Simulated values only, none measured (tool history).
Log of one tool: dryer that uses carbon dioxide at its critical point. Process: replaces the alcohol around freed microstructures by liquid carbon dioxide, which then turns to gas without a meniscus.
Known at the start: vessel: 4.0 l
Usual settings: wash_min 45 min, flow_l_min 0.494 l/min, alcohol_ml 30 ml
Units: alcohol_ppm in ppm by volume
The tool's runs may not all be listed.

Run 1, hour 0: usual settings. Result: alcohol_ppm 86 ppm by volume.
Run 2, hour 51.2: usual settings. Result: alcohol_ppm 92 ppm by volume.
Run 3, hour 93.4: usual settings. Result: alcohol_ppm 79 ppm by volume.
Run 4, hour 139.9: usual settings but alcohol_ml 61 ml. Result: alcohol_ppm 149 ppm by volume.
Run 5, hour 165.9: usual settings. Result: alcohol_ppm 99 ppm by volume.
Run 6, hour 214.3: usual settings but wash_min 29 min. Result: alcohol_ppm 365 ppm by volume.
Run 7, hour 254: usual settings but wash_min 29 min. Result: alcohol_ppm 361 ppm by volume.
Run 8, hour 306.9: usual settings but wash_min 29 min. Result: alcohol_ppm 376 ppm by volume.
Run 9, hour 351.6: usual settings but wash_min 29 min. Result: alcohol_ppm 380 ppm by volume.
Run 10, hour 378.3: usual settings but wash_min 29 min, flow_l_min 0.626 l/min. Result: alcohol_ppm 196 ppm by volume.
Run 11, hour 419.9: usual settings. Result: alcohol_ppm 102 ppm by volume.
Run 12, hour 461.5: usual settings. Result: alcohol_ppm 103 ppm by volume.
Run 13, hour 500.4: usual settings. Result: alcohol_ppm 111 ppm by volume.
Run 14, hour 550.7: usual settings. Result: alcohol_ppm 119 ppm by volume.
Run 15, hour 596.2: usual settings but wash_min 33 min, flow_l_min 0.681 l/min, alcohol_ml 29 ml. Result: alcohol_ppm 115 ppm by volume.
Run 16, hour 637.5: usual settings but wash_min 67 min, flow_l_min 0.809 l/min, alcohol_ml 77 ml. Result: alcohol_ppm 38 ppm by volume.
Run 17, hour 677.1: usual settings but flow_l_min 0.43 l/min, alcohol_ml 54 ml. Result: alcohol_ppm 274 ppm by volume.
Run 18, hour 732.5: usual settings but wash_min 31 min, alcohol_ml 52 ml. Result: alcohol_ppm 589 ppm by volume.
Run 19, hour 778.5: usual settings but wash_min 31 min, alcohol_ml 52 ml. Result: alcohol_ppm 597 ppm by volume.
Run 20, hour 820.8: usual settings but wash_min 58 min, alcohol_ml 63 ml. Result: alcohol_ppm 91 ppm by volume.
At hour 854.3: purifier's bed changed.
Run 21, hour 874.6: usual settings but wash_min 58 min, alcohol_ml 63 ml. Result: alcohol_ppm 41 ppm by volume.
Run 22, hour 921.8: usual settings but wash_min 58 min, alcohol_ml 63 ml. Result: alcohol_ppm 53 ppm by volume.
Run 23, hour 972.4: usual settings but wash_min 58 min, alcohol_ml 63 ml. Result: alcohol_ppm 58 ppm by volume.
Run 24, hour 1005.3: usual settings but wash_min 42 min, flow_l_min 0.535 l/min, alcohol_ml 96 ml. Result: alcohol_ppm 264 ppm by volume.
Run 25, hour 1056: usual settings but wash_min 42 min, flow_l_min 0.535 l/min, alcohol_ml 96 ml. Result: alcohol_ppm 278 ppm by volume.
At hour 1098.2: inlet filter changed.
Run 26, hour 1111.3: usual settings but wash_min 57 min, flow_l_min 0.782 l/min, alcohol_ml 75 ml. Result: alcohol_ppm 14 ppm by volume.
Run 27, hour 1142.7: usual settings but flow_l_min 0.324 l/min, alcohol_ml 115 ml. Result: alcohol_ppm 1124 ppm by volume.

Measured less the same run without the tool's hidden state. The same run-to-run variation is in both; the gauge's scatter may not be:
The hidden state here: flow that reaches the vessel past the clogged filter, %; alcohol in the recycled carbon dioxide, ppm; drift of the gauge itself on alcohol_ppm, %.
run  alcohol_ppm
  1          +21
  2          +24
  3          +25
  4          +33
  5          +30
  6          +49
  7          +53
  8          +61
  9          +66
 10          +52
 11          +44
 12          +46
 13          +48
 14          +53
 15          +54
 16          +38
 17          +97
 18         +152
 19         +163
 20          +61
 21          +19
 22          +23
 23          +25
 24         +101
 25         +107
 26           +7
 27          +30
